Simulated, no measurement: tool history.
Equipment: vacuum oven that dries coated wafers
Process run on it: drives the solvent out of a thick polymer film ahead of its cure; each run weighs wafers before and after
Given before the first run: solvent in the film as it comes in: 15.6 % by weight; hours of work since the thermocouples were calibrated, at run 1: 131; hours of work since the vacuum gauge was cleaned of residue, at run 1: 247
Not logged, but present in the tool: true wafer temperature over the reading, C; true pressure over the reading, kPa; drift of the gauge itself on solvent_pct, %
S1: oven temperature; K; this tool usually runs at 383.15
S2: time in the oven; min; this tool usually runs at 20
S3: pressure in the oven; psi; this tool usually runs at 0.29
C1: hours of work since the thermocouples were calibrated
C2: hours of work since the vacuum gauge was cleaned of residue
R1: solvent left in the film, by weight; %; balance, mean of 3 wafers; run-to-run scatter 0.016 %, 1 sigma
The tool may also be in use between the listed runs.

run   hour      S1  S2     S3   C1   C2     R1
  1      0  383.15  20   0.29  131  247   4.26
  2   12.2  383.15  20   0.29  138  254   4.28
  3   28.1  383.15  20   0.29  147  263   4.26
  4     50  383.15  11   0.29  159  275   6.11
  5   75.5  383.15  11   0.29  173  289   6.09
  6   89.5  384.15  20   0.29  181  297   4.04
  7    110  383.15  20   0.29  192  308   4.27
  8    133  383.15  20   0.29  205  321   4.23
  9  150.2  383.15  20   0.29  215  331   4.25
 10  167.3  383.15  20   0.29  224  341    4.3
 11  180.6  383.15  20   0.29  232  348   4.25
 12  199.5  383.15  20   0.29  242  359   4.28
 13  217.6  383.15  20  0.516  253  369   6.47
 14  233.1  383.15  20  0.516  261  377   6.46
 15  245.3  383.15  20  0.516  268  384   6.48
 16  259.9  383.15  20  0.516  276  392   6.46
 17  280.1  383.15  20  0.516  288  404   6.47
 18  300.5  383.15  20  0.384  299  415    5.2
 19  315.5  383.15  20  0.384  307  423   5.18
 20  333.6  383.15  12  0.387  317  434    6.6
 21  352.9  398.15  12  0.395  328  444   3.43
 22  364.5  398.15  16  0.395  335  451   2.99
 23  387.4  398.15  16  0.395  348  464   3.01
 24    404  398.15  16  0.395  357  473      3
 25  426.6  383.15  20   0.57  369  486   6.99
 26  441.9  383.15  20   0.57  378  494   6.99
 27  459.9  374.15  20  0.181  388  504   5.24
 28  481.3  374.15  13  0.397  400  516   8.93
 29  503.8  389.15  12  0.477  413  529   5.84
 30  527.8  389.15  12  0.477  426  542   5.85
 31  538.7  389.15  12  0.477  432  548   5.81
 32  556.1  389.15  12  0.477  442  558   5.84
 33  578.4  376.15  15   0.46  454  571    8.6
 34  589.3  383.15  12  0.914  460  577  10.99
 35  612.3  373.15  26   0.29  473  589   6.06
 36  626.2  373.15  26   0.29  481  597   6.04
 37  640.7  373.15  26   0.29  489  605   6.06

Forecast each of these 4 alternatives for the next run:
  A  657.4  396.15  20   0.29  499  615   ?
  B  657.4  392.15  11  0.542  499  615   ?
  C  657.4  395.15  20  0.205  499  615   ?
  D  657.4  373.15  12  0.377  499  615   ?

run    R1
  A  2.36
  B  5.79
  C  1.87
  D  9.27
Take away the tool's hidden state, keep each run's random variation, and the runs would have read:
run    R1
  A  2.18
  B  5.66
  C  1.68
  D  9.06
